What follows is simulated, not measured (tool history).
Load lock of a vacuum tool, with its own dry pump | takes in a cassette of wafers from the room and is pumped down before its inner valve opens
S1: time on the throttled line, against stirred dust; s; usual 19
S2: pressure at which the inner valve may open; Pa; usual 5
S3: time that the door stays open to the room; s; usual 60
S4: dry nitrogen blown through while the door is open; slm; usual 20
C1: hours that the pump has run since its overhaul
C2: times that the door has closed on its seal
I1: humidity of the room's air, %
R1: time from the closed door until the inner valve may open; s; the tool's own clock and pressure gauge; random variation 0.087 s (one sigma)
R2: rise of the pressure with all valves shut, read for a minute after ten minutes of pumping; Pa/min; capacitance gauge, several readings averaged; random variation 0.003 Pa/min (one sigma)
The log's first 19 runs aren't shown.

Run 20, day 52.854: usual settings but S4 36 slm; C1 3737; C2 8335; I1 44.9. Result: R1 30.72 s, R2 0.192 Pa/min.
Run 21, day 55.129: usual settings but S4 36 slm; C1 3792; C2 8549; I1 47.1. Result: R1 30.65 s, R2 0.197 Pa/min.
Run 22, day 57.512: usual settings but S1 23 s; C1 3849; C2 8774; I1 50.7. Result: R1 34.08 s, R2 0.228 Pa/min.
Run 23, day 60.921: usual settings but S2 7 Pa; C1 3931; C2 9094; I1 46.8. Result: R1 30.24 s, R2 0.229 Pa/min.
Run 24, day 63.05: usual settings but S1 28 s, S2 4 Pa, S3 29 s, S4 9 slm; C1 3982; C2 9295; I1 44.8. Result: R1 38.63 s, R2 0.232 Pa/min.
Run 25, day 66.229: usual settings but S1 28 s, S2 4 Pa, S3 29 s, S4 9 slm; C1 4058; C2 9594; I1 39.9. Result: R1 38.84 s, R2 0.241 Pa/min.
Run 26, day 69.346: usual settings but S1 28 s, S2 4 Pa, S3 29 s, S4 9 slm; C1 4133; C2 9887; I1 44.7. Result: R1 38.86 s, R2 0.261 Pa/min.
Run 27, day 71.85: usual settings but S1 15 s, S2 6 Pa, S3 45 s; C1 4193; C2 10123; I1 46.3. Result: R1 27.07 s, R2 0.257 Pa/min.
Run 28, day 73.642: usual settings but S1 15 s, S2 6 Pa, S3 45 s; C1 4236; C2 10292; I1 43.6. Result: R1 27.06 s, R2 0.259 Pa/min.
Run 29, day 76.967: usual settings but S1 14 s, S2 6 Pa, S3 42 s; C1 4316; C2 10605; I1 44.6. Result: R1 26.3 s, R2 0.271 Pa/min.
Run 30, day 78.808: usual settings but S1 14 s, S3 42 s; C1 4360; C2 10778; I1 45.4. Result: R1 26.62 s, R2 0.276 Pa/min.
Run 31, day 81.338: usual settings but S4 6 slm; C1 4421; C2 11016; I1 47.4. Result: R1 30.81 s, R2 0.321 Pa/min.
Run 32, day 84.021: usual settings but S1 33 s; C1 4485; C2 11269; I1 46.8. Result: R1 42.52 s, R2 0.304 Pa/min.
Run 33, day 85.629: usual settings but S1 33 s; C1 4524; C2 11420; I1 42.8. Result: R1 42.87 s, R2 0.305 Pa/min.
Run 34, day 87.188: usual settings but S2 9 Pa, S3 26 s; C1 4561; C2 11567; I1 47.8. Result: R1 30.02 s, R2 0.293 Pa/min.
Run 35, day 90.425: usual settings but S2 9 Pa, S3 109 s, S4 42 slm; C1 4639; C2 11872; I1 48.7. Result: R1 29.91 s, R2 0.316 Pa/min.
Run 36, day 93.521: usual settings but S2 9 Pa, S3 109 s, S4 42 slm; C1 4713; C2 12163; I1 45.5. Result: R1 29.88 s, R2 0.316 Pa/min.

5 ways to go on from here, each from the tool as it stands after run 36. What would each give?
Run A, day 97.112: usual settings but S1 37 s, S2 9 Pa, S3 109 s, S4 42 slm; C1 4799; C2 12501; I1 49.6. Result: R1 ?, R2 ?.
Run B, day 97.112: usual settings but S1 15 s, S2 9 Pa, S3 47 s, S4 5 slm; C1 4799; C2 12501; I1 44.8. Result: R1 ?, R2 ?.
Run C, day 97.112: usual settings but S2 9 Pa, S3 109 s, S4 33 slm; C1 4799; C2 12501; I1 44.3. Result: R1 ?, R2 ?.
Run D, day 97.112: usual settings but S1 11 s, S2 9 Pa, S3 43 s, S4 42 slm; C1 4799; C2 12501; I1 44.7. Result: R1 ?, R2 ?.
Run E, day 97.112: usual settings but S1 32 s, S3 175 s, S4 23 slm; C1 4799; C2 12501; I1 43.9. Result: R1 ?, R2 ?.

run     R1     R2
  A  45.42  0.345
  B  26.58  0.362
  C  30.04  0.335
  D   23.1  0.319
  E  41.98  0.356
Without the tool's hidden state the same runs would have given:
run     R1     R2
  A  44.98  0.048
  B  25.97   0.07
  C  29.44  0.042
  D  22.46  0.029
  E  41.42   0.06
